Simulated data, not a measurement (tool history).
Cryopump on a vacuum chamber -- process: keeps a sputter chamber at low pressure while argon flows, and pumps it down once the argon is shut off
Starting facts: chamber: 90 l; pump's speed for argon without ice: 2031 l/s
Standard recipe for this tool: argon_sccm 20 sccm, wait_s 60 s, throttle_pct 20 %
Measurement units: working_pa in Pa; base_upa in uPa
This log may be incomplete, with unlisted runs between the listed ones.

{"run": 1, "hour": 0.0, "argon_sccm": 20, "wait_s": 60, "throttle_pct": 20, "working_pa": 0.0841, "base_upa": 1.53}
{"run": 2, "hour": 17.2, "argon_sccm": 20, "wait_s": 60, "throttle_pct": 20, "working_pa": 0.0849, "base_upa": 1.52}
{"run": 3, "hour": 41.0, "argon_sccm": 38, "wait_s": 60, "throttle_pct": 20, "working_pa": 0.161, "base_upa": 1.59}
{"run": 4, "hour": 65.4, "argon_sccm": 38, "wait_s": 60, "throttle_pct": 20, "working_pa": 0.1618, "base_upa": 1.58}
{"run": 5, "hour": 84.0, "argon_sccm": 20, "wait_s": 30, "throttle_pct": 20, "working_pa": 0.085, "base_upa": 2.66}
{"run": 6, "hour": 99.6, "argon_sccm": 20, "wait_s": 30, "throttle_pct": 20, "working_pa": 0.0846, "base_upa": 2.69}
{"run": 7, "hour": 117.1, "argon_sccm": 20, "wait_s": 30, "throttle_pct": 20, "working_pa": 0.0847, "base_upa": 2.66}
{"run": 8, "hour": 133.9, "argon_sccm": 20, "wait_s": 70, "throttle_pct": 20, "working_pa": 0.0847, "base_upa": 1.46}
{"run": 9, "hour": 155.9, "argon_sccm": 20, "wait_s": 70, "throttle_pct": 20, "working_pa": 0.0857, "base_upa": 1.45}
{"run": 10, "hour": 176.3, "argon_sccm": 20, "wait_s": 70, "throttle_pct": 20, "working_pa": 0.0853, "base_upa": 1.43}
{"run": 11, "hour": 193.5, "argon_sccm": 20, "wait_s": 70, "throttle_pct": 20, "working_pa": 0.0855, "base_upa": 1.43}
{"run": 12, "hour": 212.8, "argon_sccm": 20, "wait_s": 60, "throttle_pct": 20, "working_pa": 0.0853, "base_upa": 1.62}
{"run": 13, "hour": 225.8, "argon_sccm": 20, "wait_s": 60, "throttle_pct": 20, "working_pa": 0.0857, "base_upa": 1.55}
{"run": 14, "hour": 248.6, "argon_sccm": 20, "wait_s": 60, "throttle_pct": 20, "working_pa": 0.0862, "base_upa": 1.65}
{"run": 15, "hour": 265.8, "argon_sccm": 20, "wait_s": 60, "throttle_pct": 20, "working_pa": 0.0862, "base_upa": 1.59}
{"run": 16, "hour": 289.7, "argon_sccm": 20, "wait_s": 60, "throttle_pct": 20, "working_pa": 0.0852, "base_upa": 1.63}
{"run": 17, "hour": 312.6, "argon_sccm": 20, "wait_s": 60, "throttle_pct": 20, "working_pa": 0.0864, "base_upa": 1.66}
{"run": 18, "hour": 340.4, "argon_sccm": 20, "wait_s": 60, "throttle_pct": 20, "working_pa": 0.0867, "base_upa": 1.68}
{"run": 19, "hour": 364.4, "argon_sccm": 33, "wait_s": 60, "throttle_pct": 16, "working_pa": 0.1769, "base_upa": 1.63}
{"run": 20, "hour": 388.8, "argon_sccm": 11, "wait_s": 60, "throttle_pct": 21, "working_pa": 0.0458, "base_upa": 1.64}
{"run": 21, "hour": 406.3, "argon_sccm": 27, "wait_s": 187, "throttle_pct": 15, "working_pa": 0.1529, "base_upa": 0.93}
{"run": 22, "hour": 432.4, "argon_sccm": 32, "wait_s": 134, "throttle_pct": 57, "working_pa": 0.0528, "base_upa": 1.04}
{"run": 23, "hour": 454.1, "argon_sccm": 29, "wait_s": 106, "throttle_pct": 40, "working_pa": 0.0652, "base_upa": 1.2}

Run 24 comes next. What will it give?
{"hour": 463.1, "done": "pump warmed up, emptied and cooled again"}
{"run": 24, "hour": 471.4, "argon_sccm": 29, "wait_s": 106, "throttle_pct": 40, "working_pa": "?", "base_upa": "?"}

working_pa: 0.0609 Pa
base_upa: 1.1 uPa
Had the tool carried no hidden state, the very same run would have given working_pa 0.0607 Pa, base_upa 0.76 uPa.
